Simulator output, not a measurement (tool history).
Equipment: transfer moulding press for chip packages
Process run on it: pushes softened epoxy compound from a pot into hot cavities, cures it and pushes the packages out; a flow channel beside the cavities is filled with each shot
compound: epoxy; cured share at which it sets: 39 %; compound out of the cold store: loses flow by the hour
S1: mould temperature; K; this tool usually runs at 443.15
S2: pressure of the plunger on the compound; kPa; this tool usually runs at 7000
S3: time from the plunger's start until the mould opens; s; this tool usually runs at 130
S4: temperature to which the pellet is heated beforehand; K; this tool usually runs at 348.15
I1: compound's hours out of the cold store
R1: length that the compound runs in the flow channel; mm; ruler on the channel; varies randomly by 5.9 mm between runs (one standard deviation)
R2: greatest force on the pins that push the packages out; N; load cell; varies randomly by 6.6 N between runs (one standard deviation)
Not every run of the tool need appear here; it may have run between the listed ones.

| run | day | S1 | S2 | S3 | S4 | I1 | R1 | R2 |
|---|---|---|---|---|---|---|---|---|
| 1 | 0.000 | 443.15 | 7000 | 130 | 348.15 | 17.8 | 602 | 274 |
| 2 | 1.867 | 443.15 | 7000 | 130 | 348.15 | 11.0 | 607 | 464 |
|  | 2.750 | plunger's sealing rings changed |
|  | 3.717 | cavities cleaned with cleaning compound and waxed |
| 3 | 4.846 | 443.15 | 7000 | 130 | 348.15 | 25.1 | 652 | 425 |
| 4 | 6.417 | 443.15 | 7000 | 130 | 348.15 | 13.1 | 670 | 553 |
|  | 7.258 | cavities cleaned with cleaning compound and waxed |
|  | 7.604 | mould's thermocouples calibrated |
| 5 | 8.075 | 443.15 | 7000 | 130 | 348.15 | 9.1 | 693 | 394 |
| 6 | 9.362 | 443.15 | 7320 | 130 | 348.15 | 37.5 | 600 | 459 |
|  | 11.008 | cavities cleaned with cleaning compound and waxed |
| 7 | 11.825 | 443.15 | 7320 | 130 | 348.15 | 40.1 | 597 | 368 |
| 8 | 14.308 | 443.15 | 7320 | 130 | 348.15 | 22.1 | 634 | 544 |
|  | 14.767 | cavities cleaned with cleaning compound and waxed |
| 9 | 16.350 | 443.15 | 7000 | 130 | 351.15 | 16.3 | 640 | 460 |
|  | 18.421 | cavities cleaned with cleaning compound and waxed |
| 10 | 19.450 | 443.15 | 7000 | 130 | 348.15 | 13.5 | 630 | 402 |
|  | 19.917 | mould's thermocouples calibrated, once more |
|  | 22.050 | cavities cleaned with cleaning compound and waxed |
| 11 | 22.492 | 443.15 | 7000 | 130 | 348.15 | 34.3 | 586 | 320 |
| 12 | 25.183 | 443.15 | 7000 | 130 | 348.15 | 18.8 | 606 | 557 |
|  | 25.738 | cavities cleaned with cleaning compound and waxed |
| 13 | 26.696 | 436.15 | 7000 | 130 | 348.15 | 17.5 | 623 | 745 |
|  | 29.367 | cavities cleaned with cleaning compound and waxed |
| 14 | 29.379 | 443.15 | 8110 | 130 | 348.15 | 10.3 | 663 | 296 |
|  | 31.162 | plunger's sealing rings changed |
| 15 | 32.517 | 443.15 | 8110 | 130 | 348.15 | 43.8 | 638 | 530 |
|  | 33.267 | cavities cleaned with cleaning compound and waxed |
| 16 | 34.408 | 443.15 | 6460 | 134 | 348.15 | 8.2 | 679 | 433 |
| 17 | 36.633 | 441.15 | 5260 | 112 | 347.15 | 28.9 | 552 | 899 |
|  | 36.954 | cavities cleaned with cleaning compound and waxed |
| 18 | 38.338 | 447.15 | 6580 | 110 | 343.15 | 23.7 | 593 | 483 |
| 19 | 39.621 | 448.15 | 7050 | 130 | 354.15 | 44.4 | 561 | 399 |
|  | 40.758 | cavities cleaned with cleaning compound and waxed |
| 20 | 41.217 | 448.15 | 7050 | 112 | 351.15 | 14.2 | 642 | 342 |
| 21 | 43.125 | 439.15 | 7000 | 130 | 348.15 | 17.6 | 652 | 703 |
|  | 44.408 | cavities cleaned with cleaning compound and waxed |
| 22 | 45.525 | 439.15 | 7000 | 165 | 342.15 | 35.4 | 599 | 386 |
| 23 | 47.425 | 439.15 | 7000 | 128 | 348.15 | 25.8 | 619 | 728 |
|  | 47.971 | cavities cleaned with cleaning compound and waxed |
| 24 | 50.192 | 443.15 | 5490 | 120 | 344.15 | 37.8 | 498 | 583 |
|  | 51.529 | cavities cleaned with cleaning compound and waxed |
| 25 | 52.246 | 443.15 | 7900 | 130 | 348.15 | 41.5 | 587 | 358 |
| 26 | 54.846 | 443.15 | 7000 | 130 | 347.15 | 32.5 | 563 | 537 |

Here are 5 independent what-if runs from the current tool condition. What would each one return?
|  | 55.083 | cavities cleaned with cleaning compound and waxed |
|  | 56.388 | mould's thermocouples calibrated |
| A | 57.608 | 446.15 | 7000 | 130 | 347.15 | 12.2 | ? | ? |
|  | 55.083 | cavities cleaned with cleaning compound and waxed |
|  | 56.388 | mould's thermocouples calibrated |
| B | 57.608 | 443.15 | 6030 | 130 | 348.15 | 11.8 | ? | ? |
|  | 55.083 | cavities cleaned with cleaning compound and waxed |
|  | 56.388 | mould's thermocouples calibrated |
| C | 57.608 | 443.15 | 7000 | 130 | 352.15 | 37.8 | ? | ? |
|  | 55.083 | cavities cleaned with cleaning compound and waxed |
|  | 56.388 | mould's thermocouples calibrated |
| D | 57.608 | 443.15 | 8010 | 169 | 356.15 | 35.6 | ? | ? |
|  | 55.083 | cavities cleaned with cleaning compound and waxed |
|  | 56.388 | mould's thermocouples calibrated |
| E | 57.608 | 449.15 | 7000 | 110 | 347.15 | 20.5 | ? | ? |

| run | R1 | R2 |
|---|---|---|
| A | 605 | 472 |
| B | 568 | 583 |
| C | 543 | 514 |
| D | 578 | 372 |
| E | 573 | 510 |
Stripped of hidden state, with their random variation kept, the same runs would have yielded:
| run | R1 | R2 |
|---|---|---|
| A | 680 | 239 |
| B | 638 | 297 |
| C | 610 | 263 |
| D | 650 | 187 |
| E | 644 | 260 |

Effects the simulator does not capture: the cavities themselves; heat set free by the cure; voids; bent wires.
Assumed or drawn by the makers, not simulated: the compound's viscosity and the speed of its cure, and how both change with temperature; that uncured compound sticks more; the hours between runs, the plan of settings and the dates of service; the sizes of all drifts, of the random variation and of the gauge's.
